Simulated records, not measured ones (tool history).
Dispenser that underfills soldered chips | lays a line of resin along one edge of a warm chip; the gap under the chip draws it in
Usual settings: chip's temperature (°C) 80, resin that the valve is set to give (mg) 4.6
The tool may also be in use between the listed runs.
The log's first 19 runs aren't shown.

| run | hour | chip's temperature (°C) | resin that the valve is set to give (mg) | hours of work since the syringe was changed | hours of work since the valve was cleaned | hours of work since the stage was calibrated | time until the resin shows at the far edge (s) | resin that the valve gave (mg) |
|---|---|---|---|---|---|---|---|---|
| 20 | 59.6 | 71 | 4.6 | 4 | 10 | 54 | 41.1 | 4.5 |
| 21 | 63.6 | 71 | 4.6 | 6 | 12 | 57 | 52.2 | 4.48 |
| 22 | 67.6 | 89 | 5.86 | 9 | 15 | 59 | 25.8 | 5.74 |
| 23 | 70.5 | 89 | 5.86 | 11 | 17 | 61 | 30.4 | 5.79 |
|  | 71.8 | new syringe of resin |
| 24 | 75.5 | 89 | 5.86 | 2 | 20 | 64 | 14.9 | 5.75 |
| 25 | 79.8 | 80 | 5.93 | 5 | 22 | 67 | 28.1 | 5.76 |
| 26 | 84 | 80 | 5.93 | 8 | 25 | 70 | 35.4 | 5.84 |
| 27 | 88.5 | 80 | 4.11 | 11 | 28 | 72 | 46.1 | 3.94 |
|  | 90.2 | new syringe of resin |
| 28 | 91.4 | 77 | 4.05 | 1 | 30 | 74 | 24.6 | 3.92 |
| 29 | 93.5 | 85 | 5.8 | 2 | 31 | 75 | 17.2 | 5.68 |
| 30 | 95.6 | 85 | 5.8 | 3 | 32 | 77 | 19.8 | 5.54 |
| 31 | 99.2 | 80 | 5.95 | 6 | 35 | 79 | 29.5 | 5.78 |
| 32 | 102.9 | 78 | 4.33 | 8 | 37 | 81 | 42.8 | 4.25 |
| 33 | 106.6 | 79 | 4.66 | 10 | 39 | 84 | 47.7 | 4.44 |
|  | 108.8 | new syringe of resin |
| 34 | 110.9 | 95 | 4.51 | 1 | 42 | 86 | 9.7 | 4.36 |
| 35 | 113.2 | 73 | 4.72 | 3 | 43 | 88 | 33.3 | 4.53 |
| 36 | 115.1 | 73 | 4.72 | 4 | 45 | 89 | 37.2 | 4.54 |
| 37 | 117.5 | 67 | 5.58 | 6 | 46 | 91 | 57.6 | 5.3 |

Alternative continuations, all from the tool just after run 37; predict every row:
| A | 119.6 | 80 | 4.07 | 7 | 47 | 92 | ? | ? |
| B | 119.6 | 87 | 5.53 | 7 | 47 | 92 | ? | ? |
| C | 119.6 | 68 | 4.42 | 7 | 47 | 92 | ? | ? |
| D | 119.6 | 73 | 5.52 | 7 | 47 | 92 | ? | ? |

| run | time until the resin shows at the far edge (s) | resin that the valve gave (mg) |
|---|---|---|
| A | 34.6 | 3.89 |
| B | 22.7 | 5.21 |
| C | 62.3 | 4.18 |
| D | 47.1 | 5.26 |
Without the tool's hidden state the same runs would have given:
| run | time until the resin shows at the far edge (s) | resin that the valve gave (mg) |
|---|---|---|
| A | 19.8 | 4.08 |
| B | 13.2 | 5.47 |
| C | 36.4 | 4.39 |
| D | 27.5 | 5.52 |

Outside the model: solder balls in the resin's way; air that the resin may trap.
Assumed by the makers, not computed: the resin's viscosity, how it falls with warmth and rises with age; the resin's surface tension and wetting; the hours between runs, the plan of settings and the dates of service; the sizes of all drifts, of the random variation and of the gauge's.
